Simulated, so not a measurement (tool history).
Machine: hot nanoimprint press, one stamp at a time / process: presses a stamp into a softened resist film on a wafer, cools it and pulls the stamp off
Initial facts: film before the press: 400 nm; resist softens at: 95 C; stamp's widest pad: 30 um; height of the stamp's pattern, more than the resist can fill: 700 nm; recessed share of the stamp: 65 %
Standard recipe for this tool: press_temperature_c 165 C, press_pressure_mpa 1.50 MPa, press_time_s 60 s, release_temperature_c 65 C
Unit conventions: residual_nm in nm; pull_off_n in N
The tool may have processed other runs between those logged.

run,hour,press_temperature_c,press_pressure_mpa,press_time_s,release_temperature_c,residual_nm,pull_off_n
1,0.0,165,1.50,60,65,158.0,245
2,57.6,165,1.50,60,65,158.8,252
3,99.8,165,1.50,60,65,159.5,255
4,157.6,158,1.50,60,65,218.8,267
# hour 227.5: plate thermocouple calibrated
5,239.1,158,1.50,60,65,205.2,263
6,319.8,158,1.50,60,65,207.4,287
7,369.0,158,1.50,60,65,208.8,284
8,432.8,158,1.50,60,65,209.3,294
# hour 466.1: stamp cleaned and given a new release coat
9,501.7,158,1.50,60,65,213.3,202
10,554.6,165,1.50,60,65,157.1,209
11,637.5,165,1.50,60,65,158.3,219
12,711.1,165,1.50,60,65,161.2,234
13,778.8,165,1.50,86,73,140.5,190
# hour 811.1: press's hydraulic seals changed and the load cell set to zero
14,836.7,165,1.27,60,68,174.2,229
15,910.8,165,1.97,60,55,140.2,321
# hour 952.0: plate thermocouple calibrated
16,995.6,169,1.05,60,65,154.0,260
17,1042.7,169,1.75,38,61,141.0,305
18,1108.5,169,1.75,38,61,143.3,323
19,1190.6,165,2.08,31,70,169.3,255
# hour 1253.6: stamp cleaned and given a new release coat
20,1253.6,165,2.16,31,59,167.4,227
21,1323.7,172,1.26,87,65,110.1,201
22,1404.0,172,1.26,87,65,112.6,224
23,1459.0,164,1.05,34,58,241.0,270
24,1502.0,164,1.05,34,58,240.3,284

5 ways to go on from here, each from the tool as it stands after run 24. What would each give?
A,1559.6,157,1.27,60,65,?,?
B,1559.6,164,2.38,80,59,?,?
C,1559.6,164,1.97,34,58,?,?
D,1559.6,164,0.93,41,65,?,?
E,1559.6,165,1.01,60,65,?,?

run,residual_nm,pull_off_n
A,247.0,242
B,121.2,281
C,184.9,291
D,238.8,243
E,197.3,249
With no hidden state in the tool, these same runs would have given:
run,residual_nm,pull_off_n
A,228.7,193
B,109.0,226
C,168.7,234
D,223.1,194
E,182.6,199
